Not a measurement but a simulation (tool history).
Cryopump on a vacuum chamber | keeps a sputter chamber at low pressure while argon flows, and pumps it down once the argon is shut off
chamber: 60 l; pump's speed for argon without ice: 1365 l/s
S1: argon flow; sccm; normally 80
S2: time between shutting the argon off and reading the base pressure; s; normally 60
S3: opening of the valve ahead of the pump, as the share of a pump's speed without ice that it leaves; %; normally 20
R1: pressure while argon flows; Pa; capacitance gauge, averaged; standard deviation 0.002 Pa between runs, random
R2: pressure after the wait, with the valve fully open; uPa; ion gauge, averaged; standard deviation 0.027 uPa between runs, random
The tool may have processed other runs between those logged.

run     day   S1   S2  S3      R1    R2
  1       0   80   60  20  0.5198  2.49
  2   0.654   80   60  20  0.5241  2.46
  3   1.358   80   60  20  0.5263  2.48
  4   2.158   80   60  20  0.5231  2.53
  5   2.696   80   60  20  0.5257  2.54
  6   3.342   80   60  20  0.5286  2.51
  7   3.875   80   60  20  0.5234  2.54
  8   4.812   80   60  20  0.5257  2.49
  9     5.9   80   32  20  0.5323  3.45
 10   6.883   80   60  20  0.5278  2.55
 11    7.65   80   60  37  0.3016   2.6
 12   8.292   80   60  37     0.3  2.61
 13   9.267   80   60  37  0.3021  2.57
 14  10.217   80   60  37  0.3063  2.59
 15   10.85   80   60  37  0.3063  2.71
 16  11.417   76  194  33  0.3203  1.89
 17  12.429   40   52  36  0.1563  2.89
 18  13.267   92   73  30  0.4239  2.46
     13.846  -- pump warmed up, emptied and cooled again
 19  14.025   98  106  53  0.2301  1.81
 20  14.896   98  106  30  0.4055   1.8
 21  15.521   56   62  55  0.1285  2.25
 22  16.325   52   62  55  0.1191  2.27
 23  17.275   64   60  27   0.297  2.32
 24  17.946  143   48  27  0.6631  2.58
 25  18.938   33   70  25   0.166  2.19
 26  19.675   59  298  50  0.1499  1.51

Measured less the same run without the tool's hidden state. The same run-to-run variation is in both; the gauge's scatter may not be:
The hidden state here: pump's speed, % of a pump's without ice; cold plate's temperature, K; leak into the chamber, uPa l/s; drift of the gauge itself on working_pa, %; drift of the gauge itself on base_upa, %.
run       R1     R2
  1  +0.0272  +1.22
  2  +0.0279  +1.21
  3  +0.0286  +1.23
  4  +0.0291  +1.27
  5  +0.0296  +1.27
  6  +0.0302  +1.24
  7  +0.0304  +1.28
  8  +0.0312  +1.27
  9  +0.0324  +1.29
 10   +0.033  +1.31
 11  +0.0336  +1.33
 12   +0.034  +1.34
 13  +0.0351  +1.35
 14  +0.0363  +1.35
 15  +0.0367   +1.4
 16  +0.0352  +1.39
 17  +0.0191  +1.44
 18  +0.0446  +1.41
 19  +0.0022  +0.98
 20  +0.0027     +1
 21  +0.0017     +1
 22  +0.0019  +1.03
 23  +0.0027  +1.04
 24  +0.0067  +1.05
 25  +0.0018  +1.05
 26  +0.0035  +1.03
